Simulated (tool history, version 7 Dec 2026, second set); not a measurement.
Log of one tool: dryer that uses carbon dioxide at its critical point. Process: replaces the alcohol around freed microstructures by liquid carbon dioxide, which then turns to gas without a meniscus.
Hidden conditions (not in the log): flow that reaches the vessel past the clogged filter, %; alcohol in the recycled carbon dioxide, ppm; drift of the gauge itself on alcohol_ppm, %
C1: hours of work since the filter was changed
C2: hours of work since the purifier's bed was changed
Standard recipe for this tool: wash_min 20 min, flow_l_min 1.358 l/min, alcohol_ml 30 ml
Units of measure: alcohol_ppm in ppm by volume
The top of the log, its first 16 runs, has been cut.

run 17 hour=221.6 | wash_min=20 flow_l_min=1.970 alcohol_ml=30 | C1=182 C2=243 | alcohol_ppm=36
run 18 hour=237.8 | wash_min=20 flow_l_min=1.358 alcohol_ml=30 | C1=189 C2=251 | alcohol_ppm=40
run 19 hour=255.0 | wash_min=20 flow_l_min=1.358 alcohol_ml=30 | C1=198 C2=259 | alcohol_ppm=54
run 20 hour=263.1 | wash_min=20 flow_l_min=1.358 alcohol_ml=30 | C1=202 C2=263 | alcohol_ppm=49
run 21 hour=271.2 | wash_min=20 flow_l_min=1.358 alcohol_ml=30 | C1=206 C2=267 | alcohol_ppm=62
run 22 hour=283.0 | wash_min=20 flow_l_min=1.358 alcohol_ml=30 | C1=211 C2=273 | alcohol_ppm=48
run 23 hour=298.6 | wash_min=20 flow_l_min=1.358 alcohol_ml=30 | C1=219 C2=281 | alcohol_ppm=51
run 24 hour=317.4 | wash_min=20 flow_l_min=1.358 alcohol_ml=30 | C1=228 C2=290 | alcohol_ppm=61
run 25 hour=329.4 | wash_min=17 flow_l_min=1.358 alcohol_ml=34 | C1=234 C2=295 | alcohol_ppm=86
run 26 hour=348.3 | wash_min=29 flow_l_min=2.280 alcohol_ml=34 | C1=243 C2=305 | alcohol_ppm=39
run 27 hour=361.0 | wash_min=29 flow_l_min=2.280 alcohol_ml=34 | C1=249 C2=311 | alcohol_ppm=40
run 28 hour=376.3 | wash_min=29 flow_l_min=2.280 alcohol_ml=34 | C1=256 C2=318 | alcohol_ppm=37
run 29 hour=387.8 | wash_min=17 flow_l_min=2.000 alcohol_ml=53 | C1=262 C2=324 | alcohol_ppm=48

For run 30, what comes out?
run 30 hour=401.5 | wash_min=22 flow_l_min=1.358 alcohol_ml=30 | C1=269 C2=330 | alcohol_ppm=?

{"run 30": {"alcohol_ppm": 61}}
On a tool with no hidden condition, and with the same random variation, this run would have come out at alcohol_ppm 20 ppm by volume.

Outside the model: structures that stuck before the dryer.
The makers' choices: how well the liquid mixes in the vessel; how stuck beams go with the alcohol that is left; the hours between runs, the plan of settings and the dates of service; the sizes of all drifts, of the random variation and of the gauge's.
